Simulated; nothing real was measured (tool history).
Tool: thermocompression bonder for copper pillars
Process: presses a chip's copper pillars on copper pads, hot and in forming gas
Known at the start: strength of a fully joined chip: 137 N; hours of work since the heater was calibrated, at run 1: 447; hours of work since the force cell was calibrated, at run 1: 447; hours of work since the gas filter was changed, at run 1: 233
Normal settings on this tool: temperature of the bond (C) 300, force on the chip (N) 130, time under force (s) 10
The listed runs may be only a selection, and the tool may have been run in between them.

run   hour  temperature of the bond (C)  force on the chip (N)  time under force (s)  hours of work since the heater was calibrated  hours of work since the force cell was calibrated  hours of work since the gas filter was changed  force that shears a chip off (N)
  1    0.0                          300                    130                    10                                            447                                                447                                             233                              52.8
  2   81.1                          300                    130                     7                                            492                                                492                                             278                              46.2
     171.4  -- forming gas filter changed
  3  175.7                          300                    130                    10                                            544                                                544                                               2                              52.9
  4  247.9                          300                    130                    10                                            584                                                584                                              43                              53.8
  5  319.8                          300                    130                    10                                            624                                                624                                              83                              53.4
  6  387.3                          300                    130                    10                                            662                                                662                                             120                              53.3
  7  437.3                          300                    130                    10                                            690                                                690                                             148                              54.0
  8  511.3                          279                     80                    24                                            731                                                731                                             189                              34.9
  9  557.7                          271                     80                     5                                            757                                                757                                             215                              15.6
 10  649.1                          271                     80                     5                                            808                                                808                                             266                              15.0
 11  740.9                          307                     80                    26                                            859                                                859                                             317                              50.2
     757.8  -- forming gas filter changed
 12  834.2                          300                     92                    13                                            911                                                911                                              42                              41.5
 13  894.0                          300                     92                    13                                            944                                                944                                              76                              41.4
 14  968.5                          294                     82                     8                                            985                                                985                                             117                              27.5

Consider 4 possible next runs. They are alternatives, not a sequence: every one starts from the tool as it was left by run 14. What does each give?
  A  1010.9                          303                    165                     7                                           1009                                               1009                                             141                                 ?
  B  1010.9                          294                     82                    15                                           1009                                               1009                                             141                                 ?
  C  1010.9                          294                     82                    18                                           1009                                               1009                                             141                                 ?
  D  1010.9                          292                     82                     8                                           1009                                               1009                                             141                                 ?

run  force that shears a chip off (N)
  A                              59.4
  B                              35.5
  C                              39.5
  D                              25.8
Had the tool no hidden state, the same runs would have come out as:
run  force that shears a chip off (N)
  A                              61.5
  B                              37.0
  C                              41.1
  D                              26.9

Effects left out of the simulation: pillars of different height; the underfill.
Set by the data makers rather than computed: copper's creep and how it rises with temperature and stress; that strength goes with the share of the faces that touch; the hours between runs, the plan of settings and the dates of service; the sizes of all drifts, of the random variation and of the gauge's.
